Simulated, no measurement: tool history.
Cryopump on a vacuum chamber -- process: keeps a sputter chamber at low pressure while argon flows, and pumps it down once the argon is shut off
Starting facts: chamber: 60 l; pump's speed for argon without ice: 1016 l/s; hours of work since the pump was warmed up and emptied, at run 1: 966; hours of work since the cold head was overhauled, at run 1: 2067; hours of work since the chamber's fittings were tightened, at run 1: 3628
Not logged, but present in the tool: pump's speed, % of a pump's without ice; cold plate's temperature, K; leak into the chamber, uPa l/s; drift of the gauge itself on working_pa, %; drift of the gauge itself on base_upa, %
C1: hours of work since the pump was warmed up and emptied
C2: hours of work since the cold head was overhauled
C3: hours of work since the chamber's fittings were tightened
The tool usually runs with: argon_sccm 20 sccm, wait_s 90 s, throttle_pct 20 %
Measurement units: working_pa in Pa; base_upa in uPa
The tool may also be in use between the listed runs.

{"run": 1, "hour": 0.0, "argon_sccm": 20, "wait_s": 90, "throttle_pct": 20, "C1": 966, "C2": 2067, "C3": 3628, "working_pa": 0.1723, "base_upa": 6.15}
{"run": 2, "hour": 47.6, "argon_sccm": 20, "wait_s": 90, "throttle_pct": 20, "C1": 996, "C2": 2098, "C3": 3659, "working_pa": 0.1726, "base_upa": 6.03}
{"run": 3, "hour": 129.8, "argon_sccm": 20, "wait_s": 90, "throttle_pct": 26, "C1": 1049, "C2": 2150, "C3": 3711, "working_pa": 0.135, "base_upa": 6.23}
{"hour": 184.5, "done": "pump warmed up, emptied and cooled again"}
{"hour": 209.5, "done": "leaking fittings of the chamber tightened, without venting"}
{"run": 4, "hour": 210.2, "argon_sccm": 16, "wait_s": 90, "throttle_pct": 20, "C1": 15, "C2": 2197, "C3": 0, "working_pa": 0.1329, "base_upa": 1.97}
{"run": 5, "hour": 282.3, "argon_sccm": 16, "wait_s": 283, "throttle_pct": 20, "C1": 61, "C2": 2243, "C3": 47, "working_pa": 0.1345, "base_upa": 0.91}
{"run": 6, "hour": 323.3, "argon_sccm": 20, "wait_s": 90, "throttle_pct": 27, "C1": 87, "C2": 2269, "C3": 73, "working_pa": 0.124, "base_upa": 2.05}
{"run": 7, "hour": 393.8, "argon_sccm": 20, "wait_s": 33, "throttle_pct": 20, "C1": 132, "C2": 2314, "C3": 118, "working_pa": 0.1683, "base_upa": 4.77}
{"run": 8, "hour": 476.9, "argon_sccm": 31, "wait_s": 90, "throttle_pct": 20, "C1": 185, "C2": 2367, "C3": 171, "working_pa": 0.2598, "base_upa": 2.16}
{"run": 9, "hour": 535.6, "argon_sccm": 20, "wait_s": 90, "throttle_pct": 20, "C1": 223, "C2": 2405, "C3": 208, "working_pa": 0.1691, "base_upa": 2.1}
{"run": 10, "hour": 580.1, "argon_sccm": 20, "wait_s": 90, "throttle_pct": 20, "C1": 251, "C2": 2433, "C3": 237, "working_pa": 0.1678, "base_upa": 2.12}
{"run": 11, "hour": 626.7, "argon_sccm": 20, "wait_s": 46, "throttle_pct": 20, "C1": 281, "C2": 2463, "C3": 266, "working_pa": 0.1686, "base_upa": 3.64}
{"run": 12, "hour": 700.2, "argon_sccm": 20, "wait_s": 90, "throttle_pct": 20, "C1": 328, "C2": 2510, "C3": 313, "working_pa": 0.1692, "base_upa": 2.21}
{"run": 13, "hour": 750.7, "argon_sccm": 20, "wait_s": 90, "throttle_pct": 20, "C1": 360, "C2": 2542, "C3": 346, "working_pa": 0.1683, "base_upa": 2.34}
{"run": 14, "hour": 802.3, "argon_sccm": 20, "wait_s": 90, "throttle_pct": 20, "C1": 393, "C2": 2575, "C3": 379, "working_pa": 0.1682, "base_upa": 2.4}
{"run": 15, "hour": 850.6, "argon_sccm": 20, "wait_s": 90, "throttle_pct": 20, "C1": 424, "C2": 2606, "C3": 409, "working_pa": 0.1699, "base_upa": 2.37}
{"run": 16, "hour": 917.6, "argon_sccm": 20, "wait_s": 90, "throttle_pct": 54, "C1": 467, "C2": 2649, "C3": 452, "working_pa": 0.0643, "base_upa": 2.42}
{"run": 17, "hour": 984.4, "argon_sccm": 20, "wait_s": 90, "throttle_pct": 54, "C1": 510, "C2": 2691, "C3": 495, "working_pa": 0.0657, "base_upa": 2.56}
{"run": 18, "hour": 1069.2, "argon_sccm": 26, "wait_s": 44, "throttle_pct": 17, "C1": 564, "C2": 2746, "C3": 549, "working_pa": 0.2597, "base_upa": 4.26}
{"run": 19, "hour": 1147.2, "argon_sccm": 12, "wait_s": 84, "throttle_pct": 20, "C1": 614, "C2": 2795, "C3": 599, "working_pa": 0.1026, "base_upa": 2.76}
{"run": 20, "hour": 1195.6, "argon_sccm": 12, "wait_s": 84, "throttle_pct": 20, "C1": 644, "C2": 2826, "C3": 630, "working_pa": 0.1032, "base_upa": 2.79}
{"run": 21, "hour": 1273.9, "argon_sccm": 12, "wait_s": 84, "throttle_pct": 20, "C1": 695, "C2": 2876, "C3": 680, "working_pa": 0.1029, "base_upa": 2.78}
{"run": 22, "hour": 1326.2, "argon_sccm": 17, "wait_s": 43, "throttle_pct": 49, "C1": 728, "C2": 2910, "C3": 713, "working_pa": 0.0627, "base_upa": 4.45}
{"run": 23, "hour": 1366.1, "argon_sccm": 17, "wait_s": 21, "throttle_pct": 41, "C1": 753, "C2": 2935, "C3": 739, "working_pa": 0.0739, "base_upa": 8.22}
{"run": 24, "hour": 1436.0, "argon_sccm": 17, "wait_s": 21, "throttle_pct": 41, "C1": 798, "C2": 2980, "C3": 783, "working_pa": 0.074, "base_upa": 7.91}
{"run": 25, "hour": 1503.2, "argon_sccm": 16, "wait_s": 90, "throttle_pct": 21, "C1": 841, "C2": 3023, "C3": 826, "working_pa": 0.132, "base_upa": 2.88}
{"run": 26, "hour": 1574.6, "argon_sccm": 14, "wait_s": 57, "throttle_pct": 51, "C1": 887, "C2": 3068, "C3": 872, "working_pa": 0.0503, "base_upa": 3.99}
{"run": 27, "hour": 1658.6, "argon_sccm": 34, "wait_s": 25, "throttle_pct": 24, "C1": 940, "C2": 3122, "C3": 926, "working_pa": 0.2463, "base_upa": 7.28}
{"run": 28, "hour": 1742.3, "argon_sccm": 34, "wait_s": 25, "throttle_pct": 24, "C1": 994, "C2": 3175, "C3": 979, "working_pa": 0.247, "base_upa": 7.12}
{"run": 29, "hour": 1817.2, "argon_sccm": 16, "wait_s": 65, "throttle_pct": 50, "C1": 1042, "C2": 3223, "C3": 1027, "working_pa": 0.0592, "base_upa": 3.78}
{"run": 30, "hour": 1876.1, "argon_sccm": 16, "wait_s": 65, "throttle_pct": 50, "C1": 1079, "C2": 3261, "C3": 1065, "working_pa": 0.0586, "base_upa": 3.77}
{"hour": 1886.6, "done": "pump warmed up, emptied and cooled again"}
{"run": 31, "hour": 1925.3, "argon_sccm": 16, "wait_s": 65, "throttle_pct": 50, "C1": 25, "C2": 3289, "C3": 1093, "working_pa": 0.0546, "base_upa": 3.62}
{"run": 32, "hour": 1971.1, "argon_sccm": 20, "wait_s": 223, "throttle_pct": 20, "C1": 54, "C2": 3318, "C3": 1122, "working_pa": 0.1664, "base_upa": 2.17}
{"run": 33, "hour": 2021.6, "argon_sccm": 20, "wait_s": 223, "throttle_pct": 20, "C1": 86, "C2": 3351, "C3": 1154, "working_pa": 0.1678, "base_upa": 2.08}

Below are 5 alternative next runs, each starting from the tool's condition after run 33. Predict each:
{"run": "A", "hour": 2067.2, "argon_sccm": 22, "wait_s": 203, "throttle_pct": 40, "C1": 115, "C2": 3380, "C3": 1183, "working_pa": "?", "base_upa": "?"}
{"run": "B", "hour": 2067.2, "argon_sccm": 21, "wait_s": 90, "throttle_pct": 16, "C1": 115, "C2": 3380, "C3": 1183, "working_pa": "?", "base_upa": "?"}
{"run": "C", "hour": 2067.2, "argon_sccm": 13, "wait_s": 242, "throttle_pct": 38, "C1": 115, "C2": 3380, "C3": 1183, "working_pa": "?", "base_upa": "?"}
{"run": "D", "hour": 2067.2, "argon_sccm": 14, "wait_s": 21, "throttle_pct": 19, "C1": 115, "C2": 3380, "C3": 1183, "working_pa": "?", "base_upa": "?"}
{"run": "E", "hour": 2067.2, "argon_sccm": 22, "wait_s": 65, "throttle_pct": 24, "C1": 115, "C2": 3380, "C3": 1183, "working_pa": "?", "base_upa": "?"}

run=A working_pa=0.0938 base_upa=2.16
run=B working_pa=0.2194 base_upa=3.10
run=C working_pa=0.0570 base_upa=2.16
run=D working_pa=0.1224 base_upa=8.33
run=E working_pa=0.1550 base_upa=3.81
Stripped of hidden state, with their random variation kept, the same runs would have yielded:
run=A working_pa=0.0922 base_upa=0.96
run=B working_pa=0.2180 base_upa=1.88
run=C working_pa=0.0560 base_upa=0.92
run=D working_pa=0.1214 base_upa=7.11
run=E working_pa=0.1535 base_upa=2.57

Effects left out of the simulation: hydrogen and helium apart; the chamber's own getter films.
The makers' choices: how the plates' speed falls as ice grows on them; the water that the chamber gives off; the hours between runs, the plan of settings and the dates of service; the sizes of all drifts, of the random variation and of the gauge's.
